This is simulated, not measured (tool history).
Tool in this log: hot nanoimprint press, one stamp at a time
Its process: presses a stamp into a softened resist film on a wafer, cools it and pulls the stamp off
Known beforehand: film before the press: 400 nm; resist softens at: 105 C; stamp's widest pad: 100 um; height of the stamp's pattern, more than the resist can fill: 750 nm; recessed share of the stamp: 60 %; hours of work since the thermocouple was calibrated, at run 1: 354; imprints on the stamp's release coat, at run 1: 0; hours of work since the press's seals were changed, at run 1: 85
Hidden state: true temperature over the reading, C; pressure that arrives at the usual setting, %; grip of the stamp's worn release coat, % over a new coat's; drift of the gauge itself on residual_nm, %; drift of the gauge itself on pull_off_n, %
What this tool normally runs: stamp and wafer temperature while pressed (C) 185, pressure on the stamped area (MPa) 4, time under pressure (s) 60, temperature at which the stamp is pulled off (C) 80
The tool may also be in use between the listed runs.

| run | hour | stamp and wafer temperature while pressed (C) | pressure on the stamped area (MPa) | time under pressure (s) | temperature at which the stamp is pulled off (C) | hours of work since the thermocouple was calibrated | imprints on the stamp's release coat | hours of work since the press's seals were changed | resist left under the stamp's widest pad (angstrom) | greatest force while the stamp is pulled off (N) |
|---|---|---|---|---|---|---|---|---|---|---|
| 1 | 0 | 185 | 4 | 60 | 80 | 354 | 0 | 85 | 1438 | 110 |
| 2 | 37.5 | 185 | 4 | 60 | 80 | 377 | 131 | 108 | 1443 | 114 |
|  | 44.7 | plate thermocouple calibrated |
| 3 | 104.4 | 185 | 4 | 60 | 80 | 37 | 354 | 147 | 1443 | 111 |
| 4 | 141.4 | 185 | 4 | 60 | 72 | 59 | 484 | 170 | 1454 | 130 |
| 5 | 169.1 | 185 | 4 | 84 | 80 | 76 | 580 | 187 | 1240 | 110 |
| 6 | 207.8 | 185 | 4 | 84 | 80 | 100 | 715 | 211 | 1248 | 112 |
| 7 | 244.6 | 185 | 6.06 | 60 | 80 | 123 | 844 | 233 | 1184 | 113 |
| 8 | 272.2 | 185 | 6.06 | 60 | 80 | 140 | 940 | 250 | 1191 | 116 |
| 9 | 314.2 | 185 | 6.06 | 60 | 80 | 166 | 1087 | 276 | 1170 | 110 |
|  | 337.4 | stamp cleaned and given a new release coat |
| 10 | 371.3 | 185 | 6.06 | 60 | 80 | 197 | 119 | 307 | 1172 | 111 |
| 11 | 398.8 | 185 | 3.79 | 60 | 80 | 214 | 214 | 324 | 1463 | 109 |
| 12 | 454.7 | 185 | 4 | 60 | 80 | 248 | 410 | 359 | 1428 | 114 |
| 13 | 481 | 185 | 4 | 60 | 80 | 264 | 501 | 375 | 1431 | 111 |
| 14 | 535 | 185 | 4 | 60 | 80 | 297 | 690 | 408 | 1432 | 110 |
| 15 | 579.6 | 185 | 4 | 60 | 80 | 325 | 846 | 435 | 1416 | 110 |
| 16 | 635.6 | 184 | 4 | 60 | 67 | 359 | 1042 | 470 | 1478 | 141 |
|  | 672.2 | stamp cleaned and given a new release coat |
|  | 676.6 | plate thermocouple calibrated |
| 17 | 676.6 | 185 | 4 | 94 | 84 | 0 | 4 | 489 | 1173 | 103 |
| 18 | 711 | 185 | 4 | 94 | 84 | 21 | 125 | 511 | 1169 | 105 |
| 19 | 753.5 | 178 | 3.7 | 32 | 73 | 47 | 273 | 537 | 2382 | 127 |
| 20 | 798.5 | 178 | 3.7 | 31 | 65 | 75 | 430 | 564 | 2435 | 142 |
| 21 | 840.6 | 185 | 5.57 | 60 | 80 | 101 | 577 | 590 | 1206 | 110 |
| 22 | 903.4 | 177 | 2.58 | 65 | 85 | 139 | 796 | 629 | 2207 | 101 |
|  | 908.1 | gauge calibrated |
| 23 | 934.3 | 177 | 2.58 | 65 | 85 | 158 | 904 | 648 | 2307 | 101 |
| 24 | 969.1 | 174 | 3.29 | 81 | 80 | 180 | 1026 | 669 | 2168 | 111 |
|  | 1008.9 | stamp cleaned and given a new release coat |
| 25 | 1018.8 | 174 | 3.29 | 81 | 80 | 206 | 34 | 696 | 2167 | 113 |
| 26 | 1062.8 | 174 | 3.29 | 81 | 80 | 233 | 188 | 723 | 2165 | 112 |
| 27 | 1122.3 | 185 | 2.48 | 38 | 83 | 270 | 396 | 759 | 2111 | 105 |
| 28 | 1151.6 | 189 | 5.14 | 38 | 83 | 288 | 498 | 777 | 1323 | 106 |
| 29 | 1214.7 | 185 | 4.11 | 47 | 80 | 327 | 719 | 816 | 1561 | 109 |
| 30 | 1272.1 | 185 | 4.11 | 47 | 80 | 362 | 919 | 852 | 1566 | 113 |

Subtracting, for every run, the result it would have given without the tool's unlogged condition from the measured result gives the following. The same run-to-run variation enters both numbers; the gauge's scatter may not:
| run | resist left under the stamp's widest pad (angstrom) |
|---|---|
| 1 | -4 |
| 2 | -6 |
| 3 | -4 |
| 4 | -6 |
| 5 | -6 |
| 6 | -8 |
| 7 | -8 |
| 8 | -10 |
| 9 | -12 |
| 10 | -14 |
| 11 | -19 |
| 12 | -20 |
| 13 | -21 |
| 14 | -25 |
| 15 | -26 |
| 16 | -30 |
| 17 | -22 |
| 18 | -24 |
| 19 | -52 |
| 20 | -56 |
| 21 | -29 |
| 22 | -59 |
| 23 | -4 |
| 24 | -6 |
| 25 | -8 |
| 26 | -12 |
| 27 | -15 |
| 28 | -11 |
| 29 | -16 |
| 30 | -19 |
greatest force while the stamp is pulled off (N) without the hidden state stays within 2 of what was measured, in all runs.
